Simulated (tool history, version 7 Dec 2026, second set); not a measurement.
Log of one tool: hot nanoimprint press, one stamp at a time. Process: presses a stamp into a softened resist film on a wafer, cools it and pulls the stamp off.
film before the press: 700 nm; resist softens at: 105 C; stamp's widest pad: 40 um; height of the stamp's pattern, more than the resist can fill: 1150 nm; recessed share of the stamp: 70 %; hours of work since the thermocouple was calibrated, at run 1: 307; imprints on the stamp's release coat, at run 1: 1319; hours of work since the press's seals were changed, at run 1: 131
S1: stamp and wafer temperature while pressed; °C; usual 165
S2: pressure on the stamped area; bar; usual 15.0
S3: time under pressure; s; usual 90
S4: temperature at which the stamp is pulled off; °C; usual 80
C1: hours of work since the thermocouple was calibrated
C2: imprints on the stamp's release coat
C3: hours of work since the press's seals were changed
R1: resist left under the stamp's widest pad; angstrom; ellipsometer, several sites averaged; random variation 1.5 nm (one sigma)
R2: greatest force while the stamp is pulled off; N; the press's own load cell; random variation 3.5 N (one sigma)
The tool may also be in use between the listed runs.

run	hour	S1	S2	S3	S4	C1	C2	C3	R1	R2
1	0.0	165	15.0	90	80	307	1319	131	3887	241
2	8.1	170	15.0	90	80	312	1336	136	3304	240
3	17.3	170	15.0	90	80	318	1356	141	3318	234
4	26.2	165	15.0	90	80	323	1375	147	3860	248
5	33.0	165	15.0	90	80	327	1389	151	3850	244
6	40.6	165	15.0	90	80	332	1405	155	3873	256
7	48.9	169	15.0	90	80	337	1423	160	3440	253
8	59.0	169	15.0	90	80	343	1444	167	3439	256
9	63.5	169	15.0	90	80	346	1454	169	3419	260
10	73.6	169	15.0	90	80	352	1475	175	3424	255
11	83.2	159	15.0	51	72	358	1495	181	5339	272
12	90.6	159	15.0	51	72	362	1511	186	5328	277
13	95.3	165	15.0	83	88	365	1521	188	4023	240
14	105.7	165	17.6	132	70	371	1543	195	3174	274
15	113.4	165	17.6	176	70	376	1559	199	2856	285
16	118.0	175	10.2	68	71	379	1569	202	3767	270
17	125.2	157	11.4	57	68	383	1584	206	5795	283
18	131.3	157	11.4	57	68	387	1597	210	5740	286
19	141.0	157	9.4	57	68	392	1618	216	5964	285

5 ways to go on from here, each from the tool as it stands after run 19. What would each give?
A	147.5	158	15.0	90	80	396	1631	220	?	?
B	147.5	157	16.2	95	77	396	1631	220	?	?
C	147.5	157	9.4	57	84	396	1631	220	?	?
D	147.5	165	21.3	90	78	396	1631	220	?	?
E	147.5	159	17.1	92	80	396	1631	220	?	?

run	R1	R2
A	4799	262
B	4742	267
C	5941	258
D	3380	272
E	4457	257
Without the tool's hidden state the same runs would have given:
run	R1	R2
A	4707	165
B	4647	169
C	5883	163
D	3293	172
E	4361	162

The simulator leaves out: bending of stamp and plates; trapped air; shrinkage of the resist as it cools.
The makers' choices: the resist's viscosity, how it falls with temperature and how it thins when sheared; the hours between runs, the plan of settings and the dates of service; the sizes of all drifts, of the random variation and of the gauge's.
